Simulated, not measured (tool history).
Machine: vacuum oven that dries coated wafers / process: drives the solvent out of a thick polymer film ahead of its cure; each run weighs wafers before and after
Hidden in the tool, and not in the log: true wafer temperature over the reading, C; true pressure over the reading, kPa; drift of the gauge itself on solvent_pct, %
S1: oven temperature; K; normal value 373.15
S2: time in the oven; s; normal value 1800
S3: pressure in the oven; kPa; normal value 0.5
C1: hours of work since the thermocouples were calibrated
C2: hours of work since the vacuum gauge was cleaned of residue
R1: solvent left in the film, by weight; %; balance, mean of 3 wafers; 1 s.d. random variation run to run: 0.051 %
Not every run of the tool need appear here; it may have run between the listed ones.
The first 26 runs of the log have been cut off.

Run 27, hour 463.1: usual settings but S1 381.15 K, S2 3060 s; C1 369; C2 636. Result: R1 0.49 %.
Run 28, hour 484.7: usual settings but S1 381.15 K, S2 3060 s, S3 0.448 kPa; C1 380; C2 647. Result: R1 0.43 %.
Run 29, hour 497.5: usual settings but S1 377.15 K, S2 1440 s; C1 386; C2 653. Result: R1 1.47 %.
Run 30, hour 509.4: usual settings but S2 1200 s, S3 0.933 kPa; C1 392; C2 659. Result: R1 3.16 %.
Run 31, hour 526.1: usual settings but S2 1200 s, S3 0.933 kPa; C1 400; C2 667. Result: R1 3.24 %.
At hour 530.5: oven's thermocouples calibrated.
Run 32, hour 552.9: usual settings but S2 1440 s, S3 1.527 kPa; C1 11; C2 679. Result: R1 2.96 %.
Run 33, hour 566.3: usual settings but S1 361.15 K, S2 1500 s, S3 1.226 kPa; C1 17; C2 685. Result: R1 5.6 %.
At hour 585.8: oven's thermocouples calibrated, once more.
Run 34, hour 588.1: usual settings but S1 377.15 K, S2 1500 s, S3 1.328 kPa; C1 1; C2 695. Result: R1 1.85 %.
Run 35, hour 604: usual settings but S2 2820 s, S3 0.564 kPa; C1 9; C2 703. Result: R1 0.81 %.
Run 36, hour 629.2: usual settings but S2 2820 s, S3 0.564 kPa; C1 21; C2 715. Result: R1 0.76 %.
Run 37, hour 652: usual settings but S2 2820 s, S3 0.564 kPa; C1 32; C2 726. Result: R1 0.82 %.
Run 38, hour 672.1: usual settings but S2 1320 s, S3 0.564 kPa; C1 42; C2 736. Result: R1 2.53 %.
Run 39, hour 685.4: usual settings but S2 1320 s, S3 0.564 kPa; C1 48; C2 742. Result: R1 2.55 %.
Run 40, hour 702.3: usual settings but S1 383.15 K, S2 1320 s, S3 1.946 kPa; C1 57; C2 751. Result: R1 1.75 %.
Run 41, hour 725.2: usual settings but S2 960 s; C1 68; C2 762. Result: R1 4.02 %.
Run 42, hour 737.6: usual settings but S1 387.15 K, S2 1560 s, S3 0.477 kPa; C1 74; C2 768. Result: R1 0.51 %.
Run 43, hour 761.8: usual settings but S1 371.15 K, S3 0.265 kPa; C1 86; C2 780. Result: R1 1.7 %.
Run 44, hour 781.1: usual settings but S1 371.15 K, S3 1.174 kPa; C1 95; C2 789. Result: R1 2.23 %.

Alternative continuations, all from the tool just after run 44; predict every row:
Run A, hour 795.5: usual settings but S1 383.15 K, S3 0.293 kPa; C1 102; C2 796. Result: R1 ?.
Run B, hour 795.5: usual settings but S3 1.471 kPa; C1 102; C2 796. Result: R1 ?.
Run C, hour 795.5: usual settings but S1 367.15 K, S3 0.573 kPa; C1 102; C2 796. Result: R1 ?.
Run D, hour 795.5: usual settings but S1 376.15 K, S2 1860 s, S3 0.835 kPa; C1 102; C2 796. Result: R1 ?.
Run E, hour 795.5: usual settings but S1 371.15 K, S2 3000 s, S3 1.174 kPa; C1 102; C2 796. Result: R1 ?.

run    R1
  A  0.53
  B  2.21
  C  2.61
  D  1.34
  E  1.33
With no hidden state in the tool, these same runs would have given:
run    R1
  A  0.31
  B  1.86
  C  2.19
  D  1.04
  E  1.01
